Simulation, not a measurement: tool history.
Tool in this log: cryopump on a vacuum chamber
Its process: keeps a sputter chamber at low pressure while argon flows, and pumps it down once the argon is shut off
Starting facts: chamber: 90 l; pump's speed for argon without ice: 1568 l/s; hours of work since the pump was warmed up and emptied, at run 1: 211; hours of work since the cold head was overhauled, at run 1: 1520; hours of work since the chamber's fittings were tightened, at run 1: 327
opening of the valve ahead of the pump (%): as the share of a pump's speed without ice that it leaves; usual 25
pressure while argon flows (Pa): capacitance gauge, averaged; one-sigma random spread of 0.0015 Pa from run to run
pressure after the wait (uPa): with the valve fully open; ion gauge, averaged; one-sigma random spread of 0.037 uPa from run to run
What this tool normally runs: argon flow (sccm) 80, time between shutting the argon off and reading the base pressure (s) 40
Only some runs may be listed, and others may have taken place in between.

run	hour	argon flow (sccm)	time between shutting the argon off and reading the base pressure (s)	opening of the valve ahead of the pump (%)	hours of work since the pump was warmed up and emptied	hours of work since the cold head was overhauled	hours of work since the chamber's fittings were tightened	pressure while argon flows (Pa)	pressure after the wait (uPa)
1	0	80	40	25	211	1520	327	0.3581	2.27
2	70.9	80	40	25	272	1581	388	0.3635	2.34
3	124	80	40	25	318	1626	433	0.3674	2.47
4	178.8	80	40	25	365	1673	480	0.3716	2.51
5	224.2	80	40	25	404	1712	519	0.3759	2.56
6	279.1	80	40	25	451	1759	566	0.379	2.51
7	360.7	80	40	25	521	1829	636	0.3865	2.63
# hour 422.7: pump warmed up, emptied and cooled again
8	445.9	80	40	25	20	1898	705	0.3491	2.44
9	508.8	80	40	25	74	1952	759	0.3516	2.56
10	570.5	80	40	29	127	2005	812	0.3108	2.65
11	627.3	80	40	29	176	2054	861	0.314	2.77
12	681	80	40	25	222	2100	907	0.3633	2.79
13	761.3	80	156	25	291	2169	976	0.3694	1.44
14	824.7	127	62	24	345	2223	1030	0.6188	2.24
15	898.8	127	270	51	409	2287	1094	0.3229	1.39
16	978.8	99	44	17	477	2356	1163	0.6815	2.92

Expected results for the next run?
17	1058.1	99	87	39	545	2424	1231	?	?

pressure while argon flows (Pa): 0.3354
pressure after the wait (uPa): 2.21
The same run, on a tool lacking any hidden state, would have yielded pressure while argon flows (Pa) 0.2735, pressure after the wait (uPa) 1.04.
